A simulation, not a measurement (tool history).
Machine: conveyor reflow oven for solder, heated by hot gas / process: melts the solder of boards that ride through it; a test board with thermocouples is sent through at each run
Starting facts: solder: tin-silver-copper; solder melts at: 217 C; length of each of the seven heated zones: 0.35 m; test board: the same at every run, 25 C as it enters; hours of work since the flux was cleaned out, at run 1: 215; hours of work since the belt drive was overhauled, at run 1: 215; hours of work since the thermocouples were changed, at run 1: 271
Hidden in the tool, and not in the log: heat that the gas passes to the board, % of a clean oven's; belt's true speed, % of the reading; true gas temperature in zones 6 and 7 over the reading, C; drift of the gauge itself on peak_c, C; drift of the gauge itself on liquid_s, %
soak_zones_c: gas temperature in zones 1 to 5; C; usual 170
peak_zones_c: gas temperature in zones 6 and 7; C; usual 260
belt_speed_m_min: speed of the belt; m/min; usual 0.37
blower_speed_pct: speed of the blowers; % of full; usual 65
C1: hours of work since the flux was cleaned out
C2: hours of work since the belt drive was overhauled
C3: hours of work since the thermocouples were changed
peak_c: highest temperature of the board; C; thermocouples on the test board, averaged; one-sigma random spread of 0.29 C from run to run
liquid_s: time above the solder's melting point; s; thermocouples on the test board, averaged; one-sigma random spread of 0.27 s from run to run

{"run": 1, "day": 0.0, "soak_zones_c": 170, "peak_zones_c": 260, "belt_speed_m_min": 0.37, "blower_speed_pct": 65, "C1": 215, "C2": 215, "C3": 271, "peak_c": 251.4, "liquid_s": 87}
{"run": 2, "day": 1.854, "soak_zones_c": 170, "peak_zones_c": 260, "belt_speed_m_min": 0.37, "blower_speed_pct": 65, "C1": 241, "C2": 241, "C3": 296, "peak_c": 251.3, "liquid_s": 86.1}
{"run": 3, "day": 3.812, "soak_zones_c": 170, "peak_zones_c": 260, "belt_speed_m_min": 0.37, "blower_speed_pct": 65, "C1": 268, "C2": 268, "C3": 323, "peak_c": 251.5, "liquid_s": 86.5}
{"run": 4, "day": 5.829, "soak_zones_c": 170, "peak_zones_c": 260, "belt_speed_m_min": 0.37, "blower_speed_pct": 65, "C1": 295, "C2": 295, "C3": 351, "peak_c": 251.5, "liquid_s": 86.5}
{"run": 5, "day": 7.312, "soak_zones_c": 170, "peak_zones_c": 260, "belt_speed_m_min": 0.37, "blower_speed_pct": 65, "C1": 316, "C2": 316, "C3": 371, "peak_c": 251.4, "liquid_s": 86.6}
{"run": 6, "day": 9.6, "soak_zones_c": 170, "peak_zones_c": 260, "belt_speed_m_min": 0.37, "blower_speed_pct": 65, "C1": 347, "C2": 347, "C3": 403, "peak_c": 251.8, "liquid_s": 86.4}
{"day": 12.533, "done": "flux residue cleaned out of gas plates and filters"}
{"run": 7, "day": 12.804, "soak_zones_c": 170, "peak_zones_c": 260, "belt_speed_m_min": 0.37, "blower_speed_pct": 64, "C1": 4, "C2": 388, "C3": 444, "peak_c": 251.5, "liquid_s": 86.4}
{"run": 8, "day": 14.371, "soak_zones_c": 170, "peak_zones_c": 260, "belt_speed_m_min": 0.37, "blower_speed_pct": 65, "C1": 25, "C2": 410, "C3": 466, "peak_c": 252.1, "liquid_s": 86.3}
{"run": 9, "day": 15.938, "soak_zones_c": 169, "peak_zones_c": 260, "belt_speed_m_min": 0.37, "blower_speed_pct": 65, "C1": 47, "C2": 431, "C3": 487, "peak_c": 251.4, "liquid_s": 85.7}
{"run": 10, "day": 18.258, "soak_zones_c": 170, "peak_zones_c": 250, "belt_speed_m_min": 0.37, "blower_speed_pct": 65, "C1": 79, "C2": 463, "C3": 519, "peak_c": 242.2, "liquid_s": 76.6}
{"run": 11, "day": 19.667, "soak_zones_c": 170, "peak_zones_c": 250, "belt_speed_m_min": 0.37, "blower_speed_pct": 65, "C1": 98, "C2": 483, "C3": 538, "peak_c": 241.9, "liquid_s": 75.9}
{"run": 12, "day": 22.433, "soak_zones_c": 170, "peak_zones_c": 250, "belt_speed_m_min": 0.37, "blower_speed_pct": 65, "C1": 136, "C2": 521, "C3": 576, "peak_c": 241.9, "liquid_s": 76.3}
{"run": 13, "day": 24.658, "soak_zones_c": 170, "peak_zones_c": 260, "belt_speed_m_min": 0.37, "blower_speed_pct": 65, "C1": 167, "C2": 551, "C3": 607, "peak_c": 251.4, "liquid_s": 86.4}
{"run": 14, "day": 26.938, "soak_zones_c": 169, "peak_zones_c": 260, "belt_speed_m_min": 0.37, "blower_speed_pct": 65, "C1": 198, "C2": 583, "C3": 638, "peak_c": 251.4, "liquid_s": 86.1}
{"run": 15, "day": 29.721, "soak_zones_c": 169, "peak_zones_c": 260, "belt_speed_m_min": 0.37, "blower_speed_pct": 65, "C1": 236, "C2": 621, "C3": 677, "peak_c": 251.4, "liquid_s": 85.6}
{"run": 16, "day": 32.321, "soak_zones_c": 167, "peak_zones_c": 260, "belt_speed_m_min": 0.416, "blower_speed_pct": 82, "C1": 272, "C2": 657, "C3": 712, "peak_c": 250.6, "liquid_s": 74.7}
{"day": 33.067, "done": "thermocouples of zones 6 and 7 changed"}
{"run": 17, "day": 33.825, "soak_zones_c": 167, "peak_zones_c": 260, "belt_speed_m_min": 0.416, "blower_speed_pct": 82, "C1": 292, "C2": 676, "C3": 10, "peak_c": 250.9, "liquid_s": 74.4}
{"run": 18, "day": 35.908, "soak_zones_c": 167, "peak_zones_c": 260, "belt_speed_m_min": 0.338, "blower_speed_pct": 82, "C1": 320, "C2": 705, "C3": 39, "peak_c": 254.9, "liquid_s": 99}
{"run": 19, "day": 37.858, "soak_zones_c": 167, "peak_zones_c": 260, "belt_speed_m_min": 0.338, "blower_speed_pct": 82, "C1": 347, "C2": 732, "C3": 66, "peak_c": 254.3, "liquid_s": 98.9}
{"day": 39.646, "done": "belt drive overhauled, speed set with a stopwatch"}
{"run": 20, "day": 39.892, "soak_zones_c": 170, "peak_zones_c": 260, "belt_speed_m_min": 0.356, "blower_speed_pct": 65, "C1": 373, "C2": 3, "C3": 92, "peak_c": 252, "liquid_s": 91}
{"day": 40.812, "done": "flux residue cleaned out of gas plates and filters"}
{"run": 21, "day": 43.021, "soak_zones_c": 157, "peak_zones_c": 274, "belt_speed_m_min": 0.316, "blower_speed_pct": 65, "C1": 30, "C2": 44, "C3": 132, "peak_c": 267.1, "liquid_s": 111.4}
{"run": 22, "day": 46.008, "soak_zones_c": 172, "peak_zones_c": 271, "belt_speed_m_min": 0.316, "blower_speed_pct": 59, "C1": 71, "C2": 85, "C3": 173, "peak_c": 264.7, "liquid_s": 115.8}

For run 23, what comes out?
{"run": 23, "day": 47.533, "soak_zones_c": 172, "peak_zones_c": 271, "belt_speed_m_min": 0.316, "blower_speed_pct": 59, "C1": 92, "C2": 106, "C3": 194, "peak_c": "?", "liquid_s": "?"}

Run 23 came out at peak_c 264.6 C, liquid_s 115.5 s.
Minus the tool's unlogged condition, the same run would have read peak_c 264.6 C, liquid_s 115.5 s.

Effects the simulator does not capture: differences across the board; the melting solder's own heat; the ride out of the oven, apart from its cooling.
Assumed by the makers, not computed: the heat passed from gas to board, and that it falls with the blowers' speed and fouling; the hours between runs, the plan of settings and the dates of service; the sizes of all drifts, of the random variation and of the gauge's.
